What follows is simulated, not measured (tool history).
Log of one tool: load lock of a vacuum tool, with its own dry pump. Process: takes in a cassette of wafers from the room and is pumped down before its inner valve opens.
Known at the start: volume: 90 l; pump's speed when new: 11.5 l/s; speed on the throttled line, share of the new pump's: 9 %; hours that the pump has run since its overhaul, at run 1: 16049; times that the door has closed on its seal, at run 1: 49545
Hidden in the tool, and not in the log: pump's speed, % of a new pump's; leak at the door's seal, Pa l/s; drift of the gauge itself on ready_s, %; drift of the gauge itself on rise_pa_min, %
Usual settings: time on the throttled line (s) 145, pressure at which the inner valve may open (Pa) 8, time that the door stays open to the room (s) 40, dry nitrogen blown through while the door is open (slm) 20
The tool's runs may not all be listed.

| run | hour | time on the throttled line (s) | pressure at which the inner valve may open (Pa) | time that the door stays open to the room (s) | dry nitrogen blown through while the door is open (slm) | hours that the pump has run since its overhaul | times that the door has closed on its seal | incoming humidity of the room's air, % | time from the closed door until the inner valve may open (s) | rise of the pressure with all valves shut (Pa/min) |
|---|---|---|---|---|---|---|---|---|---|---|
| 1 | 0.0 | 145 | 8 | 40 | 20 | 16049 | 49545 | 45.4 | 223.8 | 0.242 |
|  | 261.0 | dry pump taken out, an overhauled one fitted |
| 2 | 272.7 | 73 | 8 | 40 | 20 | 12 | 50832 | 44.3 | 140.9 | 0.250 |
| 3 | 618.7 | 145 | 8 | 40 | 7 | 358 | 52502 | 44.5 | 206.3 | 0.277 |
| 4 | 1076.7 | 145 | 8 | 40 | 20 | 816 | 54713 | 44.9 | 206.7 | 0.285 |
| 5 | 1411.3 | 145 | 8 | 40 | 20 | 1150 | 56328 | 45.0 | 205.9 | 0.295 |
| 6 | 1712.6 | 145 | 8 | 40 | 20 | 1452 | 57783 | 42.5 | 206.5 | 0.301 |
| 7 | 2254.5 | 145 | 8 | 40 | 20 | 1994 | 60398 | 44.1 | 206.9 | 0.316 |
| 8 | 2637.5 | 145 | 10 | 40 | 20 | 2377 | 62248 | 45.8 | 204.4 | 0.338 |
| 9 | 3093.7 | 145 | 10 | 40 | 20 | 2833 | 64449 | 45.6 | 207.9 | 0.348 |
| 10 | 3458.3 | 145 | 10 | 40 | 20 | 3197 | 66210 | 48.4 | 210.2 | 0.375 |
| 11 | 3818.7 | 145 | 9 | 40 | 20 | 3558 | 67949 | 43.2 | 208.2 | 0.381 |
| 12 | 4275.8 | 145 | 9 | 40 | 20 | 4015 | 70156 | 43.5 | 207.7 | 0.406 |
| 13 | 4660.0 | 84 | 8 | 123 | 38 | 4399 | 72010 | 46.2 | 154.9 | 0.429 |
|  | 4879.5 | door's seal changed, seat wiped |
| 14 | 5143.3 | 84 | 11 | 170 | 38 | 4881 | 1273 | 42.8 | 150.9 | 0.043 |
| 15 | 5497.4 | 116 | 13 | 26 | 7 | 5235 | 2983 | 45.3 | 181.1 | 0.038 |
| 16 | 5837.3 | 130 | 7 | 43 | 36 | 5575 | 4623 | 43.2 | 200.5 | 0.030 |
| 17 | 6332.7 | 141 | 8 | 32 | 7 | 6070 | 7014 | 42.9 | 207.1 | 0.049 |
| 18 | 6815.9 | 141 | 8 | 154 | 7 | 6553 | 9347 | 42.7 | 210.4 | 0.099 |
| 19 | 7114.1 | 145 | 8 | 126 | 4 | 6852 | 10786 | 43.6 | 213.6 | 0.105 |
| 20 | 7683.4 | 145 | 7 | 119 | 20 | 7421 | 13535 | 45.8 | 214.5 | 0.081 |

Hidden state at the last listed run before each entry between runs and at the first one after, where it differs:
Between runs 1 and 2: dry pump taken out, an overhauled one fitted (hour 261.0)
  pump's speed, % of a new pump's: 77.4 -> 100.7; leak at the door's seal, Pa l/s: 0.3336 -> 0.3454
  measured less the result without the state, time from the closed door until the inner valve may open (s): +18.0 -> -0.3; rise of the pressure with all valves shut (Pa/min): +0.220 -> +0.225
Between runs 13 and 14: door's seal changed, seat wiped (hour 4879.5)
  pump's speed, % of a new pump's: 93.9 -> 93.2; leak at the door's seal, Pa l/s: 0.588 -> 0.0042
  measured less the result without the state, time from the closed door until the inner valve may open (s): +4.3 -> +4.6; rise of the pressure with all valves shut (Pa/min): +0.395 -> +0.001
